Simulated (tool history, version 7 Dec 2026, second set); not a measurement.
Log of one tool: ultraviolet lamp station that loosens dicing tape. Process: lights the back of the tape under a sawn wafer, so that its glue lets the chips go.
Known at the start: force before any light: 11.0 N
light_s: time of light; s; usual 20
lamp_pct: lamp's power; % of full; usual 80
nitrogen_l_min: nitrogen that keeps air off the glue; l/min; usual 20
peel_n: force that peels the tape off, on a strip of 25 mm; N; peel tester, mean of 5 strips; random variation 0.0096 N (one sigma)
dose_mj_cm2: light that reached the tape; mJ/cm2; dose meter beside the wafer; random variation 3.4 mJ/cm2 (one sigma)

run	day	light_s	lamp_pct	nitrogen_l_min	peel_n	dose_mj_cm2
1	0.000	20	80	20	0.677	429
2	0.571	20	80	20	0.682	420
3	1.229	20	80	20	0.680	418
4	2.200	20	80	20	0.682	413
# day 2.683: window cleaned of glue's vapour
5	2.788	20	80	20	0.789	404
6	3.650	20	80	20	0.786	396
7	4.329	20	80	7	1.272	397
8	5.096	20	80	7	1.297	394
9	5.971	20	80	7	1.331	388
10	6.796	20	93	7	1.038	447
# day 7.358: window cleaned of glue's vapour, once more
11	7.429	20	93	7	0.646	535
12	8.412	20	93	7	0.687	526
13	8.979	20	80	20	0.604	453
14	9.996	20	80	20	0.600	450
15	10.438	20	80	20	0.615	448
16	11.412	20	80	20	0.625	438
17	12.292	26	80	20	0.356	557
18	12.883	26	75	20	0.449	523
19	13.625	20	80	20	0.664	426
20	14.217	20	80	20	0.693	424
21	14.638	20	78	20	0.740	411
22	15.308	20	86	9	0.898	450
23	15.721	19	61	14	1.589	299
24	16.600	19	61	14	1.676	298
25	17.167	12	89	7	2.386	274
26	17.900	12	89	7	2.478	271
27	18.783	12	89	7	2.482	266
28	19.454	22	94	20	0.452	508

Forecast run 29:
29	20.308	15	80	30	?	?

Run 29 gave peel_n 1.302 N, dose_mj_cm2 294 mJ/cm2.
Without the tool's hidden state the same run would have given peel_n 0.658 N, dose_mj_cm2 406 mJ/cm2.

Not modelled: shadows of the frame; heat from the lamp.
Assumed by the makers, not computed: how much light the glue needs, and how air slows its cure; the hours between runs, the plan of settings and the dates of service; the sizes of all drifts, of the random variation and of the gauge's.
